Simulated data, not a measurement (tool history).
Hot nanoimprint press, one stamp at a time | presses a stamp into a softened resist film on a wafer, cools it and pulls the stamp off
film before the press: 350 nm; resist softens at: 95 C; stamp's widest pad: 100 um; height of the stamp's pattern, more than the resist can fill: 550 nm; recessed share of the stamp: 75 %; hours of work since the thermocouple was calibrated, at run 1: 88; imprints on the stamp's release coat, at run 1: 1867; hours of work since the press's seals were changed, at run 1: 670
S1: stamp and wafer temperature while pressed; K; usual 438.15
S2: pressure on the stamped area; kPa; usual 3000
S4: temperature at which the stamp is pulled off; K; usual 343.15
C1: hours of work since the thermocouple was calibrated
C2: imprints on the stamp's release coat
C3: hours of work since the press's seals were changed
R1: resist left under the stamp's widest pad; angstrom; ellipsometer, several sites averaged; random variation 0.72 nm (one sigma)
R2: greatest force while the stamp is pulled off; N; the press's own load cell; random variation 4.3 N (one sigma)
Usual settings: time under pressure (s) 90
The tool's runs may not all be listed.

Run 1, hour 0: usual settings; C1 88; C2 1867; C3 670. Result: R1 2026 angstrom, R2 214 N.
At hour 95.6: stamp cleaned and given a new release coat.
Run 2, hour 105: usual settings but S2 2080 kPa; C1 159; C2 54; C3 741. Result: R1 2349 angstrom, R2 209 N.
Run 3, hour 157.1: usual settings; C1 196; C2 349; C3 778. Result: R1 2042 angstrom, R2 217 N.
Run 4, hour 247.5: usual settings; C1 261; C2 861; C3 843. Result: R1 2018 angstrom, R2 215 N.
Run 5, hour 309.1: usual settings; C1 304; C2 1210; C3 887. Result: R1 2018 angstrom, R2 215 N.
Run 6, hour 358.9: usual settings but S1 427.15 K; C1 340; C2 1492; C3 922. Result: R1 2770 angstrom, R2 204 N.
Run 7, hour 412.5: usual settings but S1 427.15 K; C1 378; C2 1796; C3 961. Result: R1 2803 angstrom, R2 209 N.
Run 8, hour 476.8: usual settings; C1 424; C2 2160; C3 1007. Result: R1 2031 angstrom, R2 219 N.
At hour 493.5: plate thermocouple calibrated.
At hour 524.8: stamp cleaned and given a new release coat.
Run 9, hour 577: usual settings; C1 55; C2 296; C3 1072. Result: R1 2015 angstrom, R2 210 N.
Run 10, hour 669.4: usual settings; C1 121; C2 820; C3 1138. Result: R1 2015 angstrom, R2 212 N.
Run 11, hour 742.2: usual settings; C1 173; C2 1232; C3 1190. Result: R1 2014 angstrom, R2 206 N.
Run 12, hour 825.8: usual settings but S2 3820 kPa; C1 233; C2 1705; C3 1250. Result: R1 1817 angstrom, R2 208 N.
At hour 866.7: press's hydraulic seals changed and the load cell set to zero.
Run 13, hour 896.2: usual settings but S2 3820 kPa; C1 278; C2 2059; C3 21. Result: R1 1811 angstrom, R2 214 N.
At hour 953.4: stamp cleaned and given a new release coat.
Run 14, hour 985.6: usual settings but S2 3820 kPa; C1 337; C2 182; C3 81. Result: R1 1803 angstrom, R2 213 N.
Run 15, hour 1076.2: usual settings but S2 3820 kPa; C1 402; C2 696; C3 145. Result: R1 1803 angstrom, R2 207 N.
At hour 1126.1: plate thermocouple calibrated.
Run 16, hour 1157.2: usual settings but S2 3820 kPa; C1 22; C2 1138; C3 201. Result: R1 1817 angstrom, R2 206 N.
Run 17, hour 1239.5: usual settings but S1 432.15 K, S2 2810 kPa, time under pressure (s) 67, S4 333.15 K; C1 81; C2 1604; C3 260. Result: R1 2657 angstrom, R2 228 N.
Run 18, hour 1336.5: usual settings but S1 432.15 K, S2 2810 kPa, time under pressure (s) 67, S4 333.15 K; C1 150; C2 2153; C3 329. Result: R1 2665 angstrom, R2 230 N.
At hour 1376.6: stamp cleaned and given a new release coat.
Run 19, hour 1435.1: usual settings but S1 435.15 K, S2 2230 kPa, S4 349.15 K; C1 216; C2 331; C3 395. Result: R1 2499 angstrom, R2 195 N.
Run 20, hour 1507.2: usual settings but S1 447.15 K, S2 2650 kPa, time under pressure (s) 59; C1 268; C2 740; C3 447. Result: R1 1814 angstrom, R2 205 N.
Run 21, hour 1571.4: usual settings but S1 439.15 K, time under pressure (s) 67; C1 314; C2 1104; C3 493. Result: R1 2134 angstrom, R2 206 N.
Run 22, hour 1636.7: usual settings but S1 439.15 K, time under pressure (s) 67; C1 360; C2 1473; C3 539. Result: R1 2137 angstrom, R2 221 N.
Run 23, hour 1686.1: usual settings but S1 446.15 K, time under pressure (s) 128, S4 344.15 K; C1 396; C2 1754; C3 575. Result: R1 1349 angstrom, R2 207 N.
At hour 1744.4: plate thermocouple calibrated.
Run 24, hour 1778.1: usual settings but S1 430.15 K, time under pressure (s) 128, S4 346.15 K; C1 24; C2 2258; C3 638. Result: R1 2363 angstrom, R2 211 N.
At hour 1804.9: stamp cleaned and given a new release coat.
Run 25, hour 1826.8: usual settings but S1 450.15 K, S2 3760 kPa, time under pressure (s) 62, S4 349.15 K; C1 55; C2 124; C3 669. Result: R1 1351 angstrom, R2 198 N.
Run 26, hour 1879.6: usual settings but S2 3080 kPa, S4 348.15 K; C1 92; C2 423; C3 707. Result: R1 1984 angstrom, R2 197 N.
Run 27, hour 1925.3: usual settings but S2 3040 kPa; C1 125; C2 681; C3 739. Result: R1 2019 angstrom, R2 205 N.
Run 28, hour 2028.1: usual settings but S1 428.15 K, S2 2240 kPa, time under pressure (s) 106, S4 340.15 K; C1 198; C2 1264; C3 813. Result: R1 2838 angstrom, R2 209 N.
Run 29, hour 2118.5: usual settings but S1 427.15 K, S2 2590 kPa, time under pressure (s) 133, S4 351.15 K; C1 263; C2 1776; C3 877. Result: R1 2695 angstrom, R2 209 N.

4 ways to go on from here, each from the tool as it stands after run 29. What would each give?
Run A, hour 2192.2: usual settings but S1 448.15 K, S2 4200 kPa, S4 339.15 K; C1 316; C2 2194; C3 930. Result: R1 ?, R2 ?.
Run B, hour 2192.2: usual settings but S1 430.15 K, S2 2070 kPa, time under pressure (s) 133, S4 351.15 K; C1 316; C2 2194; C3 930. Result: R1 ?, R2 ?.
Run C, hour 2192.2: usual settings but S1 443.15 K, S2 2400 kPa, time under pressure (s) 133, S4 341.15 K; C1 316; C2 2194; C3 930. Result: R1 ?, R2 ?.
Run D, hour 2192.2: usual settings but S1 434.15 K, S2 2590 kPa, time under pressure (s) 133, S4 351.15 K; C1 316; C2 2194; C3 930. Result: R1 ?, R2 ?.

run    R1   R2
  A  1199  217
  B  2655  208
  C  1664  216
  D  2196  201
Without the tool's hidden state the same runs would have given:
run    R1   R2
  A  1197  214
  B  2653  205
  C  1662  213
  D  2193  198

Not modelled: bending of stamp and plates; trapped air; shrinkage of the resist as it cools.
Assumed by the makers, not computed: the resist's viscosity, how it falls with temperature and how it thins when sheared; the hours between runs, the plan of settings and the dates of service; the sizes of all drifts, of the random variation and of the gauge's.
